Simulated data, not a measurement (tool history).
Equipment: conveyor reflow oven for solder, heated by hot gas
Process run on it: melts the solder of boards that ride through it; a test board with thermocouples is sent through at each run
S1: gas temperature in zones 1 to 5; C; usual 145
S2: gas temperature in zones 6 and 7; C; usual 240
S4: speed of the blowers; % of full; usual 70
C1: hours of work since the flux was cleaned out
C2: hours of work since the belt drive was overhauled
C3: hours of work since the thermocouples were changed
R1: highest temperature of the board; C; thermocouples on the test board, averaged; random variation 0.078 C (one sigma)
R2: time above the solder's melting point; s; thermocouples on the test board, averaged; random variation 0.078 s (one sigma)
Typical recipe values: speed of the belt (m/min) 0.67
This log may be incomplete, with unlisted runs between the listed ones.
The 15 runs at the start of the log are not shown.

Run 16, hour 373.2: usual settings; C1 95; C2 541; C3 541. Result: R1 225.76 C, R2 61.8 s.
Run 17, hour 399: usual settings but S2 243 C; C1 108; C2 554; C3 554. Result: R1 228.42 C, R2 63.16 s.
Run 18, hour 416.8: usual settings but S2 243 C; C1 117; C2 563; C3 563. Result: R1 228.34 C, R2 63.12 s.
Run 19, hour 447.2: usual settings but S4 63 % of full; C1 132; C2 578; C3 578. Result: R1 223.66 C, R2 60.47 s.
Run 20, hour 461.9: usual settings but S1 135 C, speed of the belt (m/min) 0.673, S4 79 % of full; C1 139; C2 585; C3 585. Result: R1 226.27 C, R2 58.76 s.
Run 21, hour 489.8: usual settings but S1 135 C, speed of the belt (m/min) 0.673, S4 79 % of full; C1 153; C2 599; C3 599. Result: R1 226.04 C, R2 58.82 s.
At hour 504.8: flux residue cleaned out of gas plates and filters.
Run 22, hour 511.5: usual settings but S1 146 C, speed of the belt (m/min) 0.568, S4 55 % of full; C1 3; C2 607; C3 607. Result: R1 226.96 C, R2 74.4 s.
Run 23, hour 532.5: usual settings but S4 56 % of full; C1 14; C2 617; C3 617. Result: R1 222.07 C, R2 59.15 s.

Run 24, settings as shown, results not yet in. Your forecast:
Run 24, hour 555.4: usual settings but speed of the belt (m/min) 0.715, S4 59 % of full; C1 25; C2 629; C3 629. Result: R1 ?, R2 ?.

{"run 24": {"R1": 220.73, "R2": 54.67}}
With no hidden state in the tool, this same run would have given R1 220.25 C, R2 54 s.
